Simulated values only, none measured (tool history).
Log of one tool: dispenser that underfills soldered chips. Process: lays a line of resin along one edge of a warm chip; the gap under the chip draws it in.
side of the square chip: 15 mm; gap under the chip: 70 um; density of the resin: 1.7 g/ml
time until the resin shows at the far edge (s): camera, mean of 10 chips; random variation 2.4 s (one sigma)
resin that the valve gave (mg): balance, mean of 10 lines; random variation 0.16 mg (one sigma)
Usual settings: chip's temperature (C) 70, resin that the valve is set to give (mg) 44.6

run   hour  chip's temperature (C)  resin that the valve is set to give (mg)  time until the resin shows at the far edge (s)  resin that the valve gave (mg)
  1      0                      70                                      44.6                                           260.1                           44.39
       9.1  -- new syringe of resin
  2   14.9                      70                                      44.6                                           272.4                           44.45
        22  -- new syringe of resin
  3   23.4                      70                                      40.8                                           243.6                           40.54
      34.7  -- new syringe of resin
  4   37.6                      74                                      44.6                                           216.3                           43.81
  5   44.2                      70                                      44.6                                           288.8                           43.86
      47.4  -- new syringe of resin
  6   51.3                      70                                      44.6                                           265.1                           43.72
  7   57.8                      70                                      39.5                                           303.4                           38.74
      60.3  -- new syringe of resin
  8   69.6                      59                                      39.5                                           485.8                           38.48
      73.8  -- new syringe of resin
  9   81.3                      59                                      39.5                                           468.1                           38.23
      87.4  -- new syringe of resin
 10   91.4                      59                                      39.5                                             425                           38.08
     100.9  -- new syringe of resin
 11  104.9                      70                                      44.6                                           262.1                           42.92
     113.9  -- new syringe of resin
 12  118.5                      70                                      44.6                                           267.5                           42.67
     126.6  -- new syringe of resin
 13  131.1                      70                                      44.6                                           261.7                           42.29
     137.8  -- dispensing valve cleaned and set on the balance
     140.9  -- new syringe of resin
 14  145.6                      70                                      44.6                                           261.5                           44.75
     153.6  -- new syringe of resin
 15  153.8                      70                                      44.6                                           238.8                            44.3
     166.8  -- new syringe of resin
 16  166.8                      70                                      44.6                                           239.5                           44.06
 17  173.7                      70                                      44.6                                           283.8                           43.99
     179.6  -- new syringe of resin
 18  185.6                      70                                      44.6                                           278.8                            43.7
     192.5  -- new syringe of resin
 19    201                      75                                      53.5                                           233.7                            52.1
     205.2  -- new syringe of resin
 20  210.9                      75                                      53.5                                           216.2                           52.06
     218.4  -- new syringe of resin
 21  218.5                      73                                      44.6                                           211.8                           43.19
 22  225.1                      69                                      54.2                                             286                            52.1
     231.3  -- new syringe of resin
 23  239.6                      69                                      54.2                                           291.8                           52.23
     244.4  -- new syringe of resin
 24    254                      73                                      54.2                                           260.9                           51.71
     257.3  -- new syringe of resin
 25  261.8                      73                                      54.2                                           228.8                           51.72
 26  268.1                      73                                      54.2                                           263.5                           51.36
     270.3  -- new syringe of resin
     276.1  -- dispensing valve cleaned and set on the balance
 27  280.2                      73                                      54.2                                           249.1                           54.11
     284.5  -- new syringe of resin
 28  287.4                      73                                      57.3                                           213.7                           56.88
     298.4  -- new syringe of resin
 29  302.2                      55                                      40.9                                           494.6                           40.41
     311.6  -- new syringe of resin
 30    317                      55                                      40.9                                           521.2                           40.48
 31  323.4                      73                                        52                                           265.3                           51.06
     324.6  -- new syringe of resin
 32  332.1                      82                                        52                                           171.1                            50.5
     337.7  -- new syringe of resin
 33  340.9                      66                                      52.4                                           294.7                           51.05
     351.3  -- new syringe of resin
 34    354                      65                                      56.1                                           316.9                           54.39

3 ways to go on from here, each from the tool as it stands after run 34. What would each give?
  A  362.1                      65                                      57.8                                               ?                               ?
  B  362.1                      61                                      48.4                                               ?                               ?
  C  362.1                      58                                      42.9                                               ?                               ?

run  time until the resin shows at the far edge (s)  resin that the valve gave (mg)
  A                                           377.2                           55.51
  B                                           455.7                           46.53
  C                                           519.3                            41.6
Without the tool's hidden state the same runs would have given:
run  time until the resin shows at the far edge (s)  resin that the valve gave (mg)
  A                                           299.1                           57.53
  B                                           361.1                           48.21
  C                                           410.9                           43.11

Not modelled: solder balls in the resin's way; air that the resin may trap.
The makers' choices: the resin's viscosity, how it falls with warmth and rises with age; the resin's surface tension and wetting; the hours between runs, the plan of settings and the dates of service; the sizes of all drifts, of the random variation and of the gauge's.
